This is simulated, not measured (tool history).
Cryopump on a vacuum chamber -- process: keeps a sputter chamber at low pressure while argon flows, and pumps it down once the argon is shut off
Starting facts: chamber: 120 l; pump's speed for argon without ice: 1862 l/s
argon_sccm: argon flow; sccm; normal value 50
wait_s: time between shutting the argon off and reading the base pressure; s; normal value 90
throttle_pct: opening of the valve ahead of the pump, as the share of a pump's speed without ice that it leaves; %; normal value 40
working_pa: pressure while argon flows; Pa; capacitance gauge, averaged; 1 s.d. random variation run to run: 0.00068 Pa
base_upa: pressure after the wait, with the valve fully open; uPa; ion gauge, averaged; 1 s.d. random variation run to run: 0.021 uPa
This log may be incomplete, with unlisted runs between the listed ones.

| run | hour | argon_sccm | wait_s | throttle_pct | working_pa | base_upa |
|---|---|---|---|---|---|---|
| 1 | 0.0 | 50 | 90 | 40 | 0.1191 | 0.80 |
| 2 | 13.1 | 50 | 90 | 40 | 0.1197 | 0.82 |
| 3 | 27.8 | 50 | 90 | 40 | 0.1198 | 0.82 |
| 4 | 40.0 | 50 | 90 | 40 | 0.1202 | 0.80 |
| 5 | 56.0 | 50 | 90 | 40 | 0.1198 | 0.83 |
| 6 | 64.2 | 68 | 90 | 40 | 0.1632 | 0.87 |
| 7 | 73.6 | 68 | 90 | 40 | 0.1615 | 0.86 |
| 8 | 87.3 | 68 | 90 | 40 | 0.1643 | 0.90 |
| 9 | 104.2 | 68 | 90 | 40 | 0.1635 | 0.87 |
| 10 | 114.4 | 68 | 90 | 40 | 0.1645 | 0.87 |
| 11 | 132.4 | 45 | 202 | 40 | 0.1087 | 0.68 |
| 12 | 147.9 | 50 | 90 | 34 | 0.1399 | 0.88 |
| 13 | 164.0 | 23 | 90 | 22 | 0.0978 | 0.86 |
| 14 | 178.1 | 77 | 22 | 23 | 0.3171 | 1.72 |
| 15 | 196.2 | 48 | 118 | 17 | 0.2642 | 0.87 |
| 16 | 205.3 | 30 | 118 | 15 | 0.1862 | 0.86 |
| 17 | 221.6 | 24 | 90 | 40 | 0.0587 | 0.97 |
| 18 | 229.8 | 24 | 90 | 40 | 0.0585 | 0.96 |

Each row is a separate what-if for the run after 18, all from the same tool condition, not one after another. Results?
| A | 239.9 | 69 | 40 | 26 | ? | ? |
| B | 239.9 | 33 | 192 | 40 | ? | ? |
| C | 239.9 | 24 | 75 | 40 | ? | ? |
| D | 239.9 | 37 | 51 | 43 | ? | ? |
| E | 239.9 | 58 | 90 | 40 | ? | ? |

| run | working_pa | base_upa |
|---|---|---|
| A | 0.2535 | 1.30 |
| B | 0.0800 | 0.83 |
| C | 0.0582 | 1.04 |
| D | 0.0841 | 1.18 |
| E | 0.1403 | 0.94 |
With the hidden condition removed and each run's random variation left untouched, the same runs would have given:
| run | working_pa | base_upa |
|---|---|---|
| A | 0.2423 | 0.78 |
| B | 0.0747 | 0.31 |
| C | 0.0543 | 0.51 |
| D | 0.0781 | 0.66 |
| E | 0.1310 | 0.41 |
